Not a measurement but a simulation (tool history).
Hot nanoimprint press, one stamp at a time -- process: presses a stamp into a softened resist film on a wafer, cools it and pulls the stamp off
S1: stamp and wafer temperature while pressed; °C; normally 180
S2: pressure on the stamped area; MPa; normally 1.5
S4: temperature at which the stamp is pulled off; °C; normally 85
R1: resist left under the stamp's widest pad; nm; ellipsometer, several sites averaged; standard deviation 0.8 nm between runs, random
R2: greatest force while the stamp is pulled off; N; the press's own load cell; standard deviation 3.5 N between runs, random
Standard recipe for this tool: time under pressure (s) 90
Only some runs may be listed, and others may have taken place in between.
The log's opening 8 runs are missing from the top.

{"run": 9, "hour": 144.0, "S1": 180, "S2": 1.5, "time under pressure (s)": 90, "S4": 87, "R1": 212.2, "R2": 193}
{"run": 10, "hour": 168.2, "S1": 180, "S2": 1.5, "time under pressure (s)": 120, "S4": 87, "R1": 190.4, "R2": 194}
{"run": 11, "hour": 190.3, "S1": 180, "S2": 1.5, "time under pressure (s)": 120, "S4": 87, "R1": 191.2, "R2": 201}
{"run": 12, "hour": 208.5, "S1": 180, "S2": 1.5, "time under pressure (s)": 75, "S4": 85, "R1": 225.1, "R2": 204}
{"run": 13, "hour": 221.9, "S1": 180, "S2": 1.5, "time under pressure (s)": 75, "S4": 85, "R1": 225.6, "R2": 208}
{"run": 14, "hour": 244.2, "S1": 180, "S2": 1.5, "time under pressure (s)": 75, "S4": 85, "R1": 225.5, "R2": 204}
{"run": 15, "hour": 267.4, "S1": 180, "S2": 1.5, "time under pressure (s)": 75, "S4": 85, "R1": 226.6, "R2": 199}
{"run": 16, "hour": 282.8, "S1": 180, "S2": 2.33, "time under pressure (s)": 90, "S4": 85, "R1": 175.6, "R2": 210}
{"run": 17, "hour": 300.2, "S1": 180, "S2": 2.33, "time under pressure (s)": 90, "S4": 85, "R1": 175.9, "R2": 212}
{"run": 18, "hour": 313.8, "S1": 180, "S2": 2.33, "time under pressure (s)": 90, "S4": 85, "R1": 176.3, "R2": 214}
{"run": 19, "hour": 330.8, "S1": 169, "S2": 2.19, "time under pressure (s)": 95, "S4": 82, "R1": 272.9, "R2": 228}
{"run": 20, "hour": 354.0, "S1": 169, "S2": 2.19, "time under pressure (s)": 95, "S4": 82, "R1": 270.8, "R2": 226}
{"run": 21, "hour": 365.6, "S1": 182, "S2": 1.5, "time under pressure (s)": 90, "S4": 85, "R1": 196.9, "R2": 224}
{"run": 22, "hour": 384.2, "S1": 170, "S2": 1.5, "time under pressure (s)": 90, "S4": 85, "R1": 298.4, "R2": 219}
{"run": 23, "hour": 402.0, "S1": 170, "S2": 1.5, "time under pressure (s)": 90, "S4": 85, "R1": 296.9, "R2": 225}
{"run": 24, "hour": 423.9, "S1": 180, "S2": 1.5, "time under pressure (s)": 79, "S4": 71, "R1": 224, "R2": 277}
{"run": 25, "hour": 444.1, "S1": 180, "S2": 0.94, "time under pressure (s)": 131, "S4": 85, "R1": 228.4, "R2": 224}
{"run": 26, "hour": 466.7, "S1": 180, "S2": 0.94, "time under pressure (s)": 131, "S4": 85, "R1": 229.7, "R2": 224}
{"run": 27, "hour": 477.0, "S1": 186, "S2": 1.54, "time under pressure (s)": 81, "S4": 85, "R1": 176.2, "R2": 230}
{"run": 28, "hour": 488.0, "S1": 186, "S2": 1.54, "time under pressure (s)": 81, "S4": 85, "R1": 178.1, "R2": 239}
{"run": 29, "hour": 498.7, "S1": 186, "S2": 1.54, "time under pressure (s)": 81, "S4": 85, "R1": 177.8, "R2": 235}
{"run": 30, "hour": 512.5, "S1": 186, "S2": 1.54, "time under pressure (s)": 81, "S4": 85, "R1": 177.2, "R2": 232}
{"run": 31, "hour": 530.2, "S1": 188, "S2": 1.21, "time under pressure (s)": 90, "S4": 78, "R1": 176.8, "R2": 261}

Alternative continuations, all from the tool just after run 31; predict every row:
{"run": "A", "hour": 552.7, "S1": 188, "S2": 1.58, "time under pressure (s)": 90, "S4": 78, "R1": "?", "R2": "?"}
{"run": "B", "hour": 552.7, "S1": 170, "S2": 1.27, "time under pressure (s)": 130, "S4": 85, "R1": "?", "R2": "?"}
{"run": "C", "hour": 552.7, "S1": 180, "S2": 1.5, "time under pressure (s)": 55, "S4": 89, "R1": "?", "R2": "?"}

run=A R1=156.6 R2=273
run=B R1=287.3 R2=247
run=C R1=251.2 R2=228
With no hidden state in the tool, these same runs would have given:
run=A R1=150.7 R2=190
run=B R1=279.6 R2=171
run=C R1=243.6 R2=158

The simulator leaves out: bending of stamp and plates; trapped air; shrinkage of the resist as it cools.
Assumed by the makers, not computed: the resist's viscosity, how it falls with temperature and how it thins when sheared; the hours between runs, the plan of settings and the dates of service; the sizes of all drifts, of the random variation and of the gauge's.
